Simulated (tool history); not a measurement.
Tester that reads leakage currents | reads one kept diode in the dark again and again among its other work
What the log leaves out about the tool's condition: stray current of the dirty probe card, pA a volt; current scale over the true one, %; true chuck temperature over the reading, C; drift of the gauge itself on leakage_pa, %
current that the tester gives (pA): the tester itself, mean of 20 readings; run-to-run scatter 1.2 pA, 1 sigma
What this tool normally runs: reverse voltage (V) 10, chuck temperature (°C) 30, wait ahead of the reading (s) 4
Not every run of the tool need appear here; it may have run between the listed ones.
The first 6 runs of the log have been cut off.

run   hour  reverse voltage (V)  chuck temperature (°C)  wait ahead of the reading (s)  hours of work since the probe card was cleaned  hours of work since the tester was calibrated  hours of work since the chuck was calibrated  current that the tester gives (pA)
  7  147.4                   10                      30                              4                                            1071                                            516                                          1404                               362.6
  8  171.1                 12.3                      30                              4                                            1083                                            527                                          1416                              403.14
  9  205.6                 12.3                      30                              4                                            1100                                            544                                          1432                              401.72
 10  234.3                   10                      30                              4                                            1113                                            558                                          1446                              363.68
 11  251.8                   10                      30                              4                                            1122                                            567                                          1455                              360.12
 12  267.5                   10                      24                              4                                            1130                                            574                                          1462                              231.84
 13  301.9                   10                      30                              4                                            1146                                            591                                          1479                              360.51
 14  327.1                   10                      30                              4                                            1158                                            603                                          1491                              361.49
 15  347.8                   10                      30                              4                                            1168                                            613                                          1501                              359.78
 16  364.3                   10                      30                              4                                            1176                                            621                                          1509                              359.25
 17  401.7                   10                      29                           3.19                                            1195                                            639                                          1527                              332.55
 18    433                   10                      59                           1.73                                            1210                                            654                                          1543                             2572.55
 19  468.8                  9.9                      30                           0.72                                            1227                                            672                                          1560                              358.69
 20  496.8                  9.9                      30                           0.72                                            1241                                            685                                          1573                              359.65
 21  524.3                  1.2                      21                           4.21                                            1254                                            699                                          1587                               61.88
     551.2  -- chuck's temperature calibrated
 22  556.7                  1.2                      22                           2.31                                            1269                                            713                                             3                               74.45
 23  572.8                  1.2                      29                           3.94                                            1277                                            721                                            10                              126.32

Estimate the outcome of run 24 from the log above:
 24  607.8                  1.2                      29                           3.94                                            1293                                            738                                            27                                   ?

{"run 24": {"current that the tester gives (pA)": 125.83}}
The same run, on a tool lacking any hidden state, would have yielded current that the tester gives (pA) 127.18.

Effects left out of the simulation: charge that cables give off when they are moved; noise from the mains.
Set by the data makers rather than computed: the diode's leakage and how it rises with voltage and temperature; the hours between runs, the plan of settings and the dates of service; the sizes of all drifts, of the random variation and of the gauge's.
